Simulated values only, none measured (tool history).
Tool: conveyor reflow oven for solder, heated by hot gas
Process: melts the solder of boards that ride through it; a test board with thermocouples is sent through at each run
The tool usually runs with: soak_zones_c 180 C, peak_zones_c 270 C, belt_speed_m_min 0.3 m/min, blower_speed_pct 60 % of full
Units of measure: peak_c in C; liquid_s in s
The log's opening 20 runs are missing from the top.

run   hour  soak_zones_c  peak_zones_c  belt_speed_m_min  blower_speed_pct  hours of work since the flux was cleaned out  hours of work since the belt drive was overhauled  hours of work since the thermocouples were changed  peak_c  liquid_s
 21  135.3           187           264             0.333                89                                            23                                                292                                                 716   253.2      92.6
     148.1  -- flux residue cleaned out of gas plates and filters, once more
 22    149           180           270               0.3                75                                             1                                                298                                                 722   259.9     104.3
 23  153.9           188           270              0.34                75                                             4                                                301                                                 725   257.3      93.5
 24  158.8           180           270             0.317                81                                             7                                                305                                                 728   259.1      97.8
 25  167.4           173           282             0.335                55                                            13                                                310                                                 734   262.1      89.5
 26  175.6           183           262               0.3                60                                            18                                                316                                                 739   249.8      95.7
 27  181.2           183           262               0.3                60                                            22                                                319                                                 743   249.6      95.6
 28  188.5           180           264             0.324                84                                            27                                                324                                                 748   253.5      91.2
 29  194.6           171           284             0.283                75                                            31                                                328                                                 752     273     115.7
 30  201.1           191           258             0.283                75                                            35                                                332                                                 756   250.1     110.4

Below are 4 alternative next runs, each starting from the tool's condition after run 30. Predict each:
  A   207           180           267              0.33                65                                            39                                                336                                                 760       ?         ?
  B   207           192           270             0.305                60                                            39                                                336                                                 760       ?         ?
  C   207           177           270             0.338                79                                            39                                                336                                                 760       ?         ?
  D   207           180           270               0.3                82                                            39                                                336                                                 760       ?         ?

run  peak_c  liquid_s
  A   252.5      86.9
  B   257.9     107.3
  C   256.8        88
  D   259.7     104.7
Had the tool no hidden state, the same runs would have come out as:
run  peak_c  liquid_s
  A   254.6      88.1
  B     260     107.9
  C     259      88.9
  D     262     105.4
